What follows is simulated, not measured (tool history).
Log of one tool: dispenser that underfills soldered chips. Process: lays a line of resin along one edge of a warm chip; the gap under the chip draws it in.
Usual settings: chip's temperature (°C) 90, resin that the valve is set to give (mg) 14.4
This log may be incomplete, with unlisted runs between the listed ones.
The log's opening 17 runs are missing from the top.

run,hour,chip's temperature (°C),resin that the valve is set to give (mg),hours of work since the syringe was changed,hours of work since the valve was cleaned,hours of work since the stage was calibrated,time until the resin shows at the far edge (s),resin that the valve gave (mg)
# hour 74.8: new syringe of resin
18,76.6,81,14.4,1,34,228,190.5,14.17
19,82.1,81,14.4,6,39,232,277.8,14.20
20,85.8,81,14.4,9,42,235,355.1,14.22
# hour 89.7: new syringe of resin
21,91.6,81,16.4,2,46,240,187.8,16.12
# hour 96.2: dispensing valve cleaned and set on the balance
22,96.5,81,13.0,5,0,243,250.8,13.01
23,100.2,85,13.7,8,3,246,278.3,13.75
24,104.4,85,13.7,11,7,249,369.3,13.71
# hour 105.6: new syringe of resin
25,109.5,101,14.4,3,10,253,103.3,14.35
26,112.7,77,18.4,6,13,256,305.4,18.44
27,117.4,102,17.1,9,17,259,167.4,17.04
28,119.9,94,13.9,11,19,261,262.3,13.83
# hour 120.8: new syringe of resin
29,124.8,101,12.8,3,22,265,106.2,12.72
30,128.2,101,12.8,6,25,268,134.2,12.74
31,132.6,83,12.6,9,29,271,349.1,12.51
# hour 135.7: new syringe of resin
32,136.8,84,17.2,1,32,274,156.8,17.04
33,139.8,78,13.8,3,34,277,244.6,13.65
34,145.1,98,16.6,7,38,281,166.8,16.36
35,148.4,90,15.1,10,41,283,278.4,14.94

What if the next run were any one of these 3? Each begins from the tool's condition after run 35:
# hour 150.7: new syringe of resin
A,154.1,90,15.9,3,45,288,?,?
# hour 150.7: new syringe of resin
B,154.1,76,15.1,3,45,288,?,?
# hour 150.7: new syringe of resin
C,154.1,103,12.7,3,45,288,?,?

run,time until the resin shows at the far edge (s),resin that the valve gave (mg)
A,147.3,15.71
B,251.5,14.95
C,96.1,12.52
The same runs, with their run-to-run variation unchanged, on a tool lacking any hidden condition would have given:
run,time until the resin shows at the far edge (s),resin that the valve gave (mg)
A,121.0,15.93
B,207.0,15.17
C,78.6,12.70

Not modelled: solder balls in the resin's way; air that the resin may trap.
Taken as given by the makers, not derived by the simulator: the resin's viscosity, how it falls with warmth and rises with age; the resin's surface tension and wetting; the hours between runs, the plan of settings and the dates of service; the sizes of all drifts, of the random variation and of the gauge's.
